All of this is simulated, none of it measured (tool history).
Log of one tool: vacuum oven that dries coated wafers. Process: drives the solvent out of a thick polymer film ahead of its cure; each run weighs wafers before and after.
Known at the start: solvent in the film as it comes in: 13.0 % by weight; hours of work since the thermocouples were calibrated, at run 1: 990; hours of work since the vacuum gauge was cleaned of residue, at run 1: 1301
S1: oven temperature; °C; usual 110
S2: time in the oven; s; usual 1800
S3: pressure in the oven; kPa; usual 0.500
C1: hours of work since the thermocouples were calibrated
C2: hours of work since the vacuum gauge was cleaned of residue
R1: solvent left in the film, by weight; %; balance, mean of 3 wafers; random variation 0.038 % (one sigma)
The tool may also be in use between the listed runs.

{"run": 1, "hour": 0.0, "S1": 110, "S2": 1800, "S3": 0.5, "C1": 990, "C2": 1301, "R1": 2.24}
{"run": 2, "hour": 81.1, "S1": 110, "S2": 1800, "S3": 0.461, "C1": 1037, "C2": 1348, "R1": 2.28}
{"run": 3, "hour": 162.8, "S1": 110, "S2": 1800, "S3": 0.5, "C1": 1084, "C2": 1395, "R1": 2.34}
{"hour": 190.1, "done": "oven's thermocouples calibrated"}
{"run": 4, "hour": 259.4, "S1": 110, "S2": 1800, "S3": 0.5, "C1": 40, "C2": 1449, "R1": 2.51}
{"run": 5, "hour": 319.5, "S1": 110, "S2": 1800, "S3": 0.5, "C1": 74, "C2": 1483, "R1": 2.48}
{"run": 6, "hour": 369.1, "S1": 110, "S2": 1800, "S3": 0.348, "C1": 103, "C2": 1512, "R1": 2.49}
{"run": 7, "hour": 449.9, "S1": 110, "S2": 1800, "S3": 1.0, "C1": 149, "C2": 1558, "R1": 2.55}
{"run": 8, "hour": 500.0, "S1": 110, "S2": 1800, "S3": 0.5, "C1": 178, "C2": 1587, "R1": 2.56}
{"run": 9, "hour": 551.7, "S1": 110, "S2": 1800, "S3": 0.5, "C1": 208, "C2": 1617, "R1": 2.47}
{"run": 10, "hour": 652.2, "S1": 110, "S2": 2400, "S3": 0.5, "C1": 266, "C2": 1675, "R1": 1.53}
{"run": 11, "hour": 758.6, "S1": 110, "S2": 2400, "S3": 0.5, "C1": 327, "C2": 1736, "R1": 1.54}
{"run": 12, "hour": 812.0, "S1": 110, "S2": 1800, "S3": 0.97, "C1": 357, "C2": 1766, "R1": 2.45}
{"run": 13, "hour": 890.2, "S1": 110, "S2": 1800, "S3": 0.97, "C1": 402, "C2": 1811, "R1": 2.47}
{"run": 14, "hour": 964.4, "S1": 120, "S2": 2220, "S3": 0.44, "C1": 445, "C2": 1854, "R1": 0.76}
{"run": 15, "hour": 1024.5, "S1": 110, "S2": 2940, "S3": 0.5, "C1": 479, "C2": 1888, "R1": 0.98}
{"run": 16, "hour": 1106.0, "S1": 110, "S2": 2940, "S3": 0.5, "C1": 526, "C2": 1935, "R1": 0.94}
{"run": 17, "hour": 1178.2, "S1": 110, "S2": 2940, "S3": 0.5, "C1": 568, "C2": 1977, "R1": 1.07}
{"run": 18, "hour": 1287.0, "S1": 122, "S2": 1440, "S3": 0.36, "C1": 630, "C2": 2039, "R1": 1.5}
{"run": 19, "hour": 1356.6, "S1": 122, "S2": 1440, "S3": 0.36, "C1": 670, "C2": 2079, "R1": 1.48}
{"run": 20, "hour": 1440.9, "S1": 122, "S2": 1440, "S3": 0.36, "C1": 719, "C2": 2128, "R1": 1.51}
{"run": 21, "hour": 1504.1, "S1": 122, "S2": 1440, "S3": 0.36, "C1": 755, "C2": 2164, "R1": 1.43}
{"run": 22, "hour": 1557.7, "S1": 122, "S2": 1440, "S3": 0.36, "C1": 786, "C2": 2195, "R1": 1.5}
{"run": 23, "hour": 1653.1, "S1": 106, "S2": 1800, "S3": 0.965, "C1": 841, "C2": 2250, "R1": 2.99}
{"run": 24, "hour": 1736.9, "S1": 106, "S2": 1800, "S3": 0.965, "C1": 889, "C2": 2298, "R1": 2.93}
{"run": 25, "hour": 1783.2, "S1": 106, "S2": 1800, "S3": 0.965, "C1": 915, "C2": 2324, "R1": 2.93}

5 ways to go on from here, each from the tool as it stands after run 25. What would each give?
{"run": "A", "hour": 1865.5, "S1": 106, "S2": 1800, "S3": 0.662, "C1": 963, "C2": 2372, "R1": "?"}
{"run": "B", "hour": 1865.5, "S1": 125, "S2": 1020, "S3": 0.315, "C1": 963, "C2": 2372, "R1": "?"}
{"run": "C", "hour": 1865.5, "S1": 110, "S2": 1800, "S3": 0.777, "C1": 963, "C2": 2372, "R1": "?"}
{"run": "D", "hour": 1865.5, "S1": 99, "S2": 1380, "S3": 1.674, "C1": 963, "C2": 2372, "R1": "?"}
{"run": "E", "hour": 1865.5, "S1": 106, "S2": 1320, "S3": 0.275, "C1": 963, "C2": 2372, "R1": "?"}

run=A R1=2.95
run=B R1=2.11
run=C R1=2.33
run=D R1=5.21
run=E R1=4.00
Without the tool's hidden state the same runs would have given:
run=A R1=3.21
run=B R1=2.36
run=C R1=2.57
run=D R1=5.49
run=E R1=4.29
